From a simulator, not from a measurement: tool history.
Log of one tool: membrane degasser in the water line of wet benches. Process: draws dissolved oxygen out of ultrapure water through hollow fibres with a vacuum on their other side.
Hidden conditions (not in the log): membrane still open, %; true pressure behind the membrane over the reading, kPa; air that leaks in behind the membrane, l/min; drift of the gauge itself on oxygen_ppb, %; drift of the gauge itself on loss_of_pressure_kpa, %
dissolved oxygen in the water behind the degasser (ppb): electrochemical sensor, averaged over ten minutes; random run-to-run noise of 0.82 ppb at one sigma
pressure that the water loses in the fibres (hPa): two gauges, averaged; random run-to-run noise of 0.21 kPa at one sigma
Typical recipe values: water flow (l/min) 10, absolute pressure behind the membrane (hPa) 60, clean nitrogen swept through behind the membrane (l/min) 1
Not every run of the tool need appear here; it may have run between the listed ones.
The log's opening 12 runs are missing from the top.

run    hour  water flow (l/min)  absolute pressure behind the membrane (hPa)  clean nitrogen swept through behind the membrane (l/min)  hours since the membrane was changed  hours since the vacuum gauge was calibrated  hours since the vacuum lines were made tight  dissolved oxygen in the water behind the degasser (ppb)  pressure that the water loses in the fibres (hPa)
 13  1343.4                  10                                        107.4                                                         1                                  5807                                         3734                                           147                                                    181.1                                              495.9
 14  1476.7                  10                                         54.5                                                         1                                  5940                                         3867                                           280                                                     64.7                                              495.9
 15  1543.4                  10                                           60                                                         1                                  6007                                         3934                                           347                                                     76.6                                              496.8
 16    1674                  10                                           60                                                      2.09                                  6138                                         4064                                           477                                                     42.9                                                495
 17  1785.3                  10                                           60                                                      2.09                                  6249                                         4176                                           589                                                     43.3                                              495.7
 18  1878.8                   9                                        117.9                                                         1                                  6343                                         4269                                           682                                                    187.5                                              446.1
 19  1971.9                   8                                         36.2                                                      1.47                                  6436                                         4362                                           775                                                     11.9                                                398
 20  2033.1                   8                                         36.2                                                      1.47                                  6497                                         4423                                           836                                                     11.4                                              392.1
 21  2168.4                   8                                         36.2                                                      1.47                                  6632                                         4559                                           972                                                     11.7                                              397.4
 22  2265.2                   7                                         77.9                                                      0.69                                  6729                                         4655                                          1069                                                    113.9                                              343.1
 23  2387.3                  11                                         36.2                                                       0.9                                  6851                                         4778                                          1191                                                       25                                              543.3
 24  2460.9                  14                                           77                                                       0.9                                  6925                                         4851                                          1264                                                    178.1                                              697.4
 25  2588.7                  10                                         41.6                                                      1.35                                  7052                                         4979                                          1392                                                     27.9                                              493.1
 26  2692.8                  10                                         55.2                                                      0.64                                  7157                                         5083                                          1496                                                     92.4                                              495.7
 27    2816                  10                                         55.2                                                      0.64                                  7280                                         5206                                          1619                                                     92.4                                              492.9
 28  2906.8                  10                                         55.2                                                      0.64                                  7371                                         5297                                          1710                                                     93.2                                                498
 29  3018.7                   9                                        107.9                                                       0.7                                  7483                                         5409                                          1822                                                    229.1                                              446.4
 30  3137.9                   9                                        107.9                                                       0.7                                  7602                                         5528                                          1941                                                    225.3                                              444.4
 31  3236.6                  10                                         54.7                                                      0.66                                  7700                                         5627                                          2040                                                     88.6                                              494.3
 32  3307.9                  10                                         48.4                                                      0.79                                  7772                                         5698                                          2111                                                       59                                              497.8

Forecast each of these 3 alternatives for the next run:
  A  3400.6                   7                                           60                                                         1                                  7864                                         5791                                          2204                                                        ?                                                  ?
  B  3400.6                  10                                         48.4                                                      0.71                                  7864                                         5791                                          2204                                                        ?                                                  ?
  C  3400.6                  13                                           47                                                      2.53                                  7864                                         5791                                          2204                                                        ?                                                  ?

run  dissolved oxygen in the water behind the degasser (ppb)  pressure that the water loses in the fibres (hPa)
  A                                                     52.1                                              345.8
  B                                                     64.5                                              491.9
  C                                                     37.5                                              645.3
The same runs, with their run-to-run variation unchanged, on a tool lacking any hidden condition would have given:
run  dissolved oxygen in the water behind the degasser (ppb)  pressure that the water loses in the fibres (hPa)
  A                                                       52                                              345.5
  B                                                     64.3                                              491.5
  C                                                     37.4                                              644.8
